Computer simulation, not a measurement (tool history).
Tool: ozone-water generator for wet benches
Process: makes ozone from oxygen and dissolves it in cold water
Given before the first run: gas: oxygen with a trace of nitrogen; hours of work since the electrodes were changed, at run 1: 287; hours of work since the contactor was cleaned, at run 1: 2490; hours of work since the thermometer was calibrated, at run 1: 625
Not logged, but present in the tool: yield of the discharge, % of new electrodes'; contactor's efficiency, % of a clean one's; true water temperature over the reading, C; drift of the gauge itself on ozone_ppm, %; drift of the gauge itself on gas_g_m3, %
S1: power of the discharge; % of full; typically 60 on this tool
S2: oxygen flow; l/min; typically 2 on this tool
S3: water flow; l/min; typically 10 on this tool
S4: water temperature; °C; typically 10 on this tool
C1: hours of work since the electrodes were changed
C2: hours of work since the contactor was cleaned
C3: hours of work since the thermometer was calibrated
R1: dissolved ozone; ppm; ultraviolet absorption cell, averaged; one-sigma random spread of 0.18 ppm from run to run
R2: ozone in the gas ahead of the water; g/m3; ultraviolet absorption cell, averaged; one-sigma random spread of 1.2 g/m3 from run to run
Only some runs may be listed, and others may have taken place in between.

run,hour,S1,S2,S3,S4,C1,C2,C3,R1,R2
1,0,60,2,10,10,287,2490,625,23.7,217.1
2,25,60,2,10,10,302,2505,640,23.7,216.7
3,42.5,60,2,10,10,313,2516,651,23.9,217
4,57.4,74,2,10,10,322,2525,660,27.1,248.2
5,72.5,60,2,10,10,331,2534,669,23.8,216.1
6,88.3,60,2,7,10,341,2544,678,30.9,214.4
# hour 95: contactor cleaned
7,107.6,60,2.43,16,10,350,8,688,16.3,199.6
8,137,42,3.32,15,11,368,25,705,14.6,140.2
9,168.2,60,3.19,10,9,387,44,724,25.4,178.3
10,190.3,69,2.07,8,9,400,58,738,30.5,234.5
11,208.7,40,2.07,13,7,411,69,749,14.8,163.9
# hour 214.6: contactor cleaned, once more
12,237.1,40,2.07,13,7,426,14,764,15.8,166

Below are 5 alternative next runs, each starting from the tool's condition after run 12. Predict each:
A,252.1,82,1.38,9,7,435,23,773,?,?
B,252.1,73,1.82,9,10,435,23,773,?,?
C,252.1,40,2.07,7,14,435,23,773,?,?
D,252.1,95,1.08,13,12,435,23,773,?,?
E,252.1,40,2.67,15,5,435,23,773,?,?

run,R1,R2
A,30,308.6
B,29.3,255.3
C,23.8,166.7
D,20.8,374.3
E,15.2,148.5
Had the tool no hidden state, the same runs would have come out as:
run,R1,R2
A,30.3,310.2
B,29.6,256.6
C,23.9,167.2
D,21,376.4
E,15.3,148.9

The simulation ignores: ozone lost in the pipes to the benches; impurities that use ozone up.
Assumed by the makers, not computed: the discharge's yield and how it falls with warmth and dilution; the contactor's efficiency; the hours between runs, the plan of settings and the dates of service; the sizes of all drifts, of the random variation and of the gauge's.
